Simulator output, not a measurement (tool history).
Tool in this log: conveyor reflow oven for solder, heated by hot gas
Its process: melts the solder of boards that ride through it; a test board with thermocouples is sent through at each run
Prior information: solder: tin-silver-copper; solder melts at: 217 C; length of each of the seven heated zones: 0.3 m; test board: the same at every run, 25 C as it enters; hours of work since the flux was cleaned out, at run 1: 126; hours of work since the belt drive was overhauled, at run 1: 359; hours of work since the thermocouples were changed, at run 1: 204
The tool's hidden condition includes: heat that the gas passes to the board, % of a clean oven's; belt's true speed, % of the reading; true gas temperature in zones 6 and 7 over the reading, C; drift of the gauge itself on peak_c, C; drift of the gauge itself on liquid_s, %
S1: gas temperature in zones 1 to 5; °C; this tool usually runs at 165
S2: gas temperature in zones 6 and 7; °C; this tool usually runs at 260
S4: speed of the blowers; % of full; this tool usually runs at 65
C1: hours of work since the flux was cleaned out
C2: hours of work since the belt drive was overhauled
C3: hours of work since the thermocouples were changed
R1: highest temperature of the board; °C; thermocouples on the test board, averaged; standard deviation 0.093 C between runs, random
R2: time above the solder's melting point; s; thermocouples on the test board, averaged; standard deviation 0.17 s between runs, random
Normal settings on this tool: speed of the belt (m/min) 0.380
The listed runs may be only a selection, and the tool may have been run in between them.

run 1 hour=0.0 | S1=165 S2=260 speed_of_the_belt_(m/min)=0.380 S4=65 | C1=126 C2=359 C3=204 | R1=245.94 R2=62.5
run 2 hour=6.4 | S1=170 S2=260 speed_of_the_belt_(m/min)=0.380 S4=65 | C1=129 C2=362 C3=207 | R1=246.69 R2=65.4
run 3 hour=15.0 | S1=170 S2=260 speed_of_the_belt_(m/min)=0.380 S4=65 | C1=133 C2=366 C3=211 | R1=246.72 R2=65.5
run 4 hour=28.3 | S1=163 S2=260 speed_of_the_belt_(m/min)=0.380 S4=65 | C1=139 C2=372 C3=217 | R1=245.61 R2=61.2
run 5 hour=39.9 | S1=163 S2=260 speed_of_the_belt_(m/min)=0.380 S4=65 | C1=144 C2=377 C3=222 | R1=245.80 R2=61.5
run 6 hour=54.7 | S1=163 S2=260 speed_of_the_belt_(m/min)=0.380 S4=65 | C1=151 C2=384 C3=229 | R1=245.69 R2=61.1
run 7 hour=61.7 | S1=165 S2=254 speed_of_the_belt_(m/min)=0.380 S4=65 | C1=154 C2=387 C3=232 | R1=240.63 R2=56.4
run 8 hour=70.2 | S1=165 S2=254 speed_of_the_belt_(m/min)=0.380 S4=65 | C1=158 C2=391 C3=236 | R1=240.55 R2=56.7
run 9 hour=84.6 | S1=165 S2=272 speed_of_the_belt_(m/min)=0.380 S4=65 | C1=164 C2=397 C3=242 | R1=256.82 R2=72.2
run 10 hour=92.9 | S1=165 S2=272 speed_of_the_belt_(m/min)=0.380 S4=65 | C1=168 C2=401 C3=246 | R1=256.62 R2=71.7
run 11 hour=105.4 | S1=165 S2=260 speed_of_the_belt_(m/min)=0.312 S4=65 | C1=174 C2=407 C3=251 | R1=251.12 R2=85.0
run 12 hour=118.3 | S1=154 S2=255 speed_of_the_belt_(m/min)=0.380 S4=65 | C1=179 C2=413 C3=257 | R1=239.64 R2=51.1
run 13 hour=130.7 | S1=151 S2=255 speed_of_the_belt_(m/min)=0.441 S4=66 | C1=185 C2=418 C3=263 | R1=234.09 R2=34.2
run 14 hour=142.2 | S1=150 S2=249 speed_of_the_belt_(m/min)=0.407 S4=56 | C1=190 C2=423 C3=268 | R1=228.80 R2=28.1
run 15 hour=152.2 | S1=165 S2=260 speed_of_the_belt_(m/min)=0.380 S4=62 | C1=195 C2=428 C3=272 | R1=245.19 R2=60.9
run 16 hour=160.6 | S1=165 S2=265 speed_of_the_belt_(m/min)=0.326 S4=76 | C1=198 C2=432 C3=276 | R1=256.46 R2=86.9
run 17 hour=173.2 | S1=165 S2=251 speed_of_the_belt_(m/min)=0.351 S4=80 | C1=204 C2=437 C3=282 | R1=242.29 R2=66.1
run 18 hour=186.8 | S1=158 S2=270 speed_of_the_belt_(m/min)=0.380 S4=86 | C1=210 C2=443 C3=288 | R1=258.02 R2=72.0
run 19 hour=195.0 | S1=158 S2=270 speed_of_the_belt_(m/min)=0.380 S4=86 | C1=214 C2=447 C3=292 | R1=258.08 R2=72.0
run 20 hour=208.0 | S1=161 S2=260 speed_of_the_belt_(m/min)=0.402 S4=64 | C1=220 C2=453 C3=298 | R1=242.95 R2=53.7
run 21 hour=220.7 | S1=165 S2=260 speed_of_the_belt_(m/min)=0.439 S4=65 | C1=226 C2=459 C3=303 | R1=241.12 R2=47.1

Hidden state or all else? Some run-to-run changes of R1, split into what the settings, what came in and random variation would give without the hidden state, and what is left for the hidden state (with any gauge scatter that isn't in both results):
Run 8 -> 9: S2 254 -> 272. R1 +16.27 °C: hidden state -0.10, all else +16.37.
Run 11 -> 12: S1 165 -> 154, S2 260 -> 255, speed of the belt (m/min) 0.312 -> 0.380. R1 -11.48 °C: hidden state -0.28, all else -11.20.
Run 14 -> 15: S1 150 -> 165, S2 249 -> 260, speed of the belt (m/min) 0.407 -> 0.380, S4 56 -> 62. R1 +16.39 °C: hidden state +0.07, all else +16.32.
Run 17 -> 18: S1 165 -> 158, S2 251 -> 270, speed of the belt (m/min) 0.351 -> 0.380, S4 80 -> 86. R1 +15.73 °C: hidden state -0.33, all else +16.06.
